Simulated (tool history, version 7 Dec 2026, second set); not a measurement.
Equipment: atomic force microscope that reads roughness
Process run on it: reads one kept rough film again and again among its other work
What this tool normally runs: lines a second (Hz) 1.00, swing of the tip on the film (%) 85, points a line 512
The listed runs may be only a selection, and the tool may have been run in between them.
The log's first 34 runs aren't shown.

| run | hour | lines a second (Hz) | swing of the tip on the film (%) | points a line | roughness of the kept film (nm (root mean square)) |
|---|---|---|---|---|---|
| 35 | 235.1 | 0.78 | 63 | 1016 | 1.703 |
| 36 | 242.0 | 1.00 | 78 | 512 | 1.536 |
| 37 | 248.6 | 1.37 | 78 | 403 | 1.442 |
|  | 250.2 | new tip fitted |
| 38 | 258.9 | 1.37 | 78 | 403 | 1.749 |
| 39 | 265.2 | 1.41 | 88 | 498 | 1.561 |
| 40 | 269.8 | 0.61 | 89 | 470 | 1.655 |
| 41 | 276.8 | 0.94 | 83 | 470 | 1.541 |
| 42 | 285.1 | 2.88 | 83 | 512 | 1.280 |
| 43 | 290.1 | 2.88 | 83 | 512 | 1.246 |
|  | 291.1 | new tip fitted |
| 44 | 299.4 | 2.88 | 83 | 512 | 1.508 |
| 45 | 309.2 | 2.88 | 83 | 512 | 1.412 |
| 46 | 317.1 | 0.64 | 60 | 580 | 1.706 |
| 47 | 322.4 | 0.64 | 65 | 471 | 1.631 |
| 48 | 330.2 | 2.67 | 78 | 599 | 1.335 |
|  | 332.4 | new tip fitted |
| 49 | 339.7 | 3.57 | 75 | 308 | 1.551 |
| 50 | 345.9 | 1.12 | 75 | 278 | 1.711 |
| 51 | 350.0 | 0.56 | 85 | 512 | 1.727 |
| 52 | 357.3 | 0.93 | 60 | 707 | 1.700 |

What if the next run were any one of these 3? Each begins from the tool's condition after run 52:
| A | 365.1 | 2.67 | 60 | 707 | ? |
| B | 365.1 | 1.89 | 59 | 714 | ? |
| C | 365.1 | 0.60 | 80 | 829 | ? |

| run | roughness of the kept film (nm (root mean square)) |
|---|---|
| A | 1.552 |
| B | 1.606 |
| C | 1.607 |
The same runs, with their run-to-run variation unchanged, on a tool lacking any hidden condition would have given:
| run | roughness of the kept film (nm (root mean square)) |
|---|---|
| A | 1.923 |
| B | 1.991 |
| C | 1.991 |
